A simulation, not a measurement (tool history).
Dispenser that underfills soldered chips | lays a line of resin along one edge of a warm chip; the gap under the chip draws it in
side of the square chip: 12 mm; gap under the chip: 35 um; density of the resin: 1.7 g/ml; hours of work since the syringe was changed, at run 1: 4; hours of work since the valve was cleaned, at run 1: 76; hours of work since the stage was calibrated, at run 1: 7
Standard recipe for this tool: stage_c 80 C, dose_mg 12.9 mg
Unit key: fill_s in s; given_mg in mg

run	hour	stage_c	dose_mg	hours of work since the syringe was changed	hours of work since the valve was cleaned	hours of work since the stage was calibrated	fill_s	given_mg
1	0.0	80	12.9	4	76	7	82.9	12.11
# hour 2.9: new syringe of resin
2	3.3	80	12.9	0	78	9	64.0	12.07
3	7.4	80	11.8	3	81	12	80.7	10.98
# hour 11.2: new syringe of resin
4	12.2	80	11.8	1	85	15	66.4	10.99
5	17.3	80	11.8	5	89	19	87.5	10.94
# hour 19.1: new syringe of resin
6	22.6	80	11.8	3	92	23	77.0	10.92
7	26.0	80	11.8	5	95	25	89.9	10.90
# hour 27.1: new syringe of resin
8	29.8	80	11.8	2	97	28	75.0	10.90
9	34.5	80	11.8	6	101	32	94.3	10.76
# hour 35.2: new syringe of resin
10	37.5	80	11.8	2	103	34	70.3	10.83
# hour 41.0: dispensing valve cleaned and set on the balance
11	41.4	88	12.9	4	0	36	54.4	12.91
# hour 44.2: new syringe of resin
12	44.7	89	12.9	0	3	38	40.9	12.83
13	48.8	89	12.9	3	6	41	50.3	12.85
# hour 52.2: new syringe of resin
14	53.5	89	12.9	1	9	44	43.4	12.81
15	56.9	89	12.9	3	11	47	51.6	12.85
# hour 60.1: new syringe of resin
16	61.6	89	12.9	1	15	50	44.2	12.85
17	64.1	77	11.6	3	17	52	91.3	11.34
# hour 68.4: new syringe of resin
18	69.5	78	14.0	1	20	56	72.3	13.91
19	74.5	66	11.9	5	24	60	176.4	11.66
# hour 76.5: new syringe of resin
20	78.2	66	11.9	1	27	62	140.6	11.58
21	83.0	66	11.9	5	30	66	183.7	11.58
# hour 84.5: new syringe of resin
22	86.9	78	13.2	2	33	69	77.3	12.82
23	92.1	84	12.7	6	37	72	74.5	12.25
# hour 92.8: new syringe of resin
24	96.7	88	14.8	3	40	76	49.2	14.25
25	100.3	88	14.8	6	43	78	58.9	14.19
# hour 101.0: new syringe of resin
26	105.7	88	14.8	4	47	82	52.0	14.18
27	108.0	88	14.8	5	48	84	58.2	14.21
# hour 109.1: new syringe of resin
28	111.8	88	14.8	2	51	86	47.6	14.20
29	114.5	71	15.6	4	53	88	132.1	14.83
# hour 117.1: new syringe of resin
30	117.1	71	15.6	0	55	90	97.1	14.89
31	121.6	71	15.6	3	58	94	124.1	14.87

Below are 5 alternative next runs, each starting from the tool's condition after run 31. Predict each:
# hour 125.2: new syringe of resin
A	126.7	80	15.0	1	62	97	?	?
# hour 125.2: new syringe of resin
B	126.7	92	12.9	1	62	97	?	?
# hour 125.2: new syringe of resin
C	126.7	81	11.2	1	62	97	?	?
# hour 125.2: new syringe of resin
D	126.7	81	12.9	1	62	97	?	?
# hour 125.2: new syringe of resin
E	126.7	86	13.7	1	62	97	?	?

run	fill_s	given_mg
A	66.4	14.40
B	37.7	12.20
C	67.4	10.48
D	63.4	12.19
E	48.9	12.97
Without the tool's unlogged condition, the same runs would have read:
run	fill_s	given_mg
A	60.4	15.21
B	34.1	12.88
C	60.5	11.08
D	57.3	12.87
E	44.4	13.70

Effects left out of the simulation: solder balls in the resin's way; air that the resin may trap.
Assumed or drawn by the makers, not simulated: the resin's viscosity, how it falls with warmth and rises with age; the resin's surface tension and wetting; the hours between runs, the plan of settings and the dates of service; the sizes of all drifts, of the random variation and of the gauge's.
